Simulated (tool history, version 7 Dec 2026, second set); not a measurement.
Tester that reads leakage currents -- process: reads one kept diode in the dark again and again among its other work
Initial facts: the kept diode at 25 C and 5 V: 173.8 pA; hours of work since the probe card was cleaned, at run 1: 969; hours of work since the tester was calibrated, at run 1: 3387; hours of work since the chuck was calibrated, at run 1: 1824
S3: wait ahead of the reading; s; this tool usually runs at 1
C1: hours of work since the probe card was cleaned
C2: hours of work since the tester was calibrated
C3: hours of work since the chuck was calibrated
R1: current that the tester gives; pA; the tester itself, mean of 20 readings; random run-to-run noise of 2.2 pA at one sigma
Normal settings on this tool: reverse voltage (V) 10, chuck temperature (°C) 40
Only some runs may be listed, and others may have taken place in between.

{"run": 1, "hour": 0.0, "reverse voltage (V)": 10, "chuck temperature (°C)": 40, "S3": 1, "C1": 969, "C2": 3387, "C3": 1824, "R1": 717.88}
{"run": 2, "hour": 182.6, "reverse voltage (V)": 10, "chuck temperature (°C)": 40, "S3": 1, "C1": 1063, "C2": 3480, "C3": 1917, "R1": 714.69}
{"run": 3, "hour": 306.5, "reverse voltage (V)": 10, "chuck temperature (°C)": 40, "S3": 1, "C1": 1126, "C2": 3543, "C3": 1980, "R1": 713.51}
{"hour": 372.4, "done": "chuck's temperature calibrated"}
{"run": 4, "hour": 499.5, "reverse voltage (V)": 10, "chuck temperature (°C)": 40, "S3": 1, "C1": 1224, "C2": 3641, "C3": 65, "R1": 750.38}
{"run": 5, "hour": 648.4, "reverse voltage (V)": 10, "chuck temperature (°C)": 40, "S3": 1, "C1": 1300, "C2": 3717, "C3": 141, "R1": 747.01}
{"run": 6, "hour": 749.2, "reverse voltage (V)": 10, "chuck temperature (°C)": 40, "S3": 1, "C1": 1351, "C2": 3768, "C3": 192, "R1": 746.53}
{"run": 7, "hour": 832.2, "reverse voltage (V)": 10, "chuck temperature (°C)": 40, "S3": 1, "C1": 1393, "C2": 3811, "C3": 235, "R1": 740.22}
{"run": 8, "hour": 917.9, "reverse voltage (V)": 10, "chuck temperature (°C)": 44, "S3": 1, "C1": 1437, "C2": 3855, "C3": 279, "R1": 982.83}
{"run": 9, "hour": 1117.9, "reverse voltage (V)": 10, "chuck temperature (°C)": 44, "S3": 1, "C1": 1539, "C2": 3957, "C3": 381, "R1": 980.59}
{"run": 10, "hour": 1271.0, "reverse voltage (V)": 10, "chuck temperature (°C)": 40, "S3": 7.53, "C1": 1618, "C2": 4035, "C3": 459, "R1": 739.86}
{"run": 11, "hour": 1403.7, "reverse voltage (V)": 10, "chuck temperature (°C)": 40, "S3": 7.53, "C1": 1685, "C2": 4103, "C3": 527, "R1": 738.16}
{"run": 12, "hour": 1497.0, "reverse voltage (V)": 10, "chuck temperature (°C)": 40, "S3": 7.53, "C1": 1733, "C2": 4150, "C3": 574, "R1": 739.52}
{"run": 13, "hour": 1622.0, "reverse voltage (V)": 10, "chuck temperature (°C)": 40, "S3": 7.53, "C1": 1797, "C2": 4214, "C3": 638, "R1": 735.55}
{"run": 14, "hour": 1707.0, "reverse voltage (V)": 10, "chuck temperature (°C)": 40, "S3": 1, "C1": 1840, "C2": 4258, "C3": 682, "R1": 736.81}
{"run": 15, "hour": 1789.5, "reverse voltage (V)": 10, "chuck temperature (°C)": 40, "S3": 2.17, "C1": 1882, "C2": 4300, "C3": 724, "R1": 738}
{"run": 16, "hour": 1958.7, "reverse voltage (V)": 10, "chuck temperature (°C)": 40, "S3": 2.17, "C1": 1969, "C2": 4386, "C3": 810, "R1": 736.5}
{"run": 17, "hour": 2070.7, "reverse voltage (V)": 10, "chuck temperature (°C)": 45, "S3": 1, "C1": 2026, "C2": 4443, "C3": 867, "R1": 1038.27}
{"run": 18, "hour": 2251.4, "reverse voltage (V)": 10, "chuck temperature (°C)": 40, "S3": 1.49, "C1": 2118, "C2": 4536, "C3": 960, "R1": 738.61}
{"run": 19, "hour": 2354.8, "reverse voltage (V)": 3.8, "chuck temperature (°C)": 40, "S3": 1.49, "C1": 2171, "C2": 4588, "C3": 1013, "R1": 459.76}
{"run": 20, "hour": 2528.1, "reverse voltage (V)": 3.8, "chuck temperature (°C)": 40, "S3": 1.49, "C1": 2260, "C2": 4677, "C3": 1101, "R1": 458.03}
{"hour": 2563.0, "done": "tester calibrated"}
{"hour": 2580.8, "done": "probe card cleaned and baked"}
{"run": 21, "hour": 2639.4, "reverse voltage (V)": 5.4, "chuck temperature (°C)": 54, "S3": 0.31, "C1": 30, "C2": 37, "C3": 1155, "R1": 1370.36}
{"run": 22, "hour": 2722.9, "reverse voltage (V)": 5.4, "chuck temperature (°C)": 54, "S3": 0.31, "C1": 73, "C2": 80, "C3": 1198, "R1": 1364.07}
{"run": 23, "hour": 2924.1, "reverse voltage (V)": 5.4, "chuck temperature (°C)": 22, "S3": 0.31, "C1": 175, "C2": 183, "C3": 1301, "R1": 138.63}
{"run": 24, "hour": 3095.4, "reverse voltage (V)": 5.4, "chuck temperature (°C)": 22, "S3": 0.31, "C1": 263, "C2": 270, "C3": 1388, "R1": 138.52}
{"run": 25, "hour": 3190.7, "reverse voltage (V)": 10, "chuck temperature (°C)": 40, "S3": 1.59, "C1": 312, "C2": 319, "C3": 1437, "R1": 702.75}
{"run": 26, "hour": 3276.1, "reverse voltage (V)": 10, "chuck temperature (°C)": 23, "S3": 3.32, "C1": 355, "C2": 363, "C3": 1481, "R1": 198.41}
{"run": 27, "hour": 3364.7, "reverse voltage (V)": 14.8, "chuck temperature (°C)": 23, "S3": 3.75, "C1": 400, "C2": 408, "C3": 1526, "R1": 242.01}
{"run": 28, "hour": 3448.8, "reverse voltage (V)": 10, "chuck temperature (°C)": 24, "S3": 1.36, "C1": 443, "C2": 451, "C3": 1569, "R1": 215.04}
{"run": 29, "hour": 3626.4, "reverse voltage (V)": 2.9, "chuck temperature (°C)": 37, "S3": 1.45, "C1": 534, "C2": 542, "C3": 1659, "R1": 313.89}
{"run": 30, "hour": 3799.2, "reverse voltage (V)": 2.8, "chuck temperature (°C)": 50, "S3": 0.41, "C1": 622, "C2": 630, "C3": 1748, "R1": 762.06}
{"run": 31, "hour": 3986.3, "reverse voltage (V)": 1.7, "chuck temperature (°C)": 23, "S3": 0.39, "C1": 718, "C2": 725, "C3": 1843, "R1": 85.07}
{"run": 32, "hour": 4148.7, "reverse voltage (V)": 3.2, "chuck temperature (°C)": 33, "S3": 0.41, "C1": 801, "C2": 808, "C3": 1926, "R1": 245.72}
{"hour": 4310.5, "done": "chuck's temperature calibrated"}
{"run": 33, "hour": 4310.5, "reverse voltage (V)": 1.3, "chuck temperature (°C)": 44, "S3": 0.44, "C1": 882, "C2": 890, "C3": 0, "R1": 373.91}
{"run": 34, "hour": 4466.8, "reverse voltage (V)": 11.2, "chuck temperature (°C)": 44, "S3": 0.64, "C1": 962, "C2": 970, "C3": 80, "R1": 1048.96}
{"run": 35, "hour": 4566.6, "reverse voltage (V)": 6.2, "chuck temperature (°C)": 34, "S3": 0.5, "C1": 1013, "C2": 1021, "C3": 131, "R1": 390.48}
{"run": 36, "hour": 4729.6, "reverse voltage (V)": 6.2, "chuck temperature (°C)": 34, "S3": 0.5, "C1": 1097, "C2": 1104, "C3": 214, "R1": 388.8}
{"run": 37, "hour": 4873.5, "reverse voltage (V)": 5.1, "chuck temperature (°C)": 38, "S3": 1, "C1": 1170, "C2": 1178, "C3": 288, "R1": 470.89}
{"run": 38, "hour": 5036.6, "reverse voltage (V)": 4.5, "chuck temperature (°C)": 48, "S3": 1, "C1": 1253, "C2": 1261, "C3": 371, "R1": 876.25}

3 ways to go on from here, each from the tool as it stands after run 38. What would each give?
{"run": "A", "hour": 5159.3, "reverse voltage (V)": 4.5, "chuck temperature (°C)": 59, "S3": 1.85, "C1": 1316, "C2": 1323, "C3": 434, "R1": "?"}
{"run": "B", "hour": 5159.3, "reverse voltage (V)": 2.4, "chuck temperature (°C)": 23, "S3": 0.56, "C1": 1316, "C2": 1323, "C3": 434, "R1": "?"}
{"run": "C", "hour": 5159.3, "reverse voltage (V)": 4.9, "chuck temperature (°C)": 40, "S3": 1.62, "C1": 1316, "C2": 1323, "C3": 434, "R1": "?"}

run=A R1=1782.14
run=B R1=107.73
run=C R1=528.88
Stripped of hidden state, with their random variation kept, the same runs would have yielded:
run=A R1=1784.29
run=B R1=105.32
run=C R1=525.38
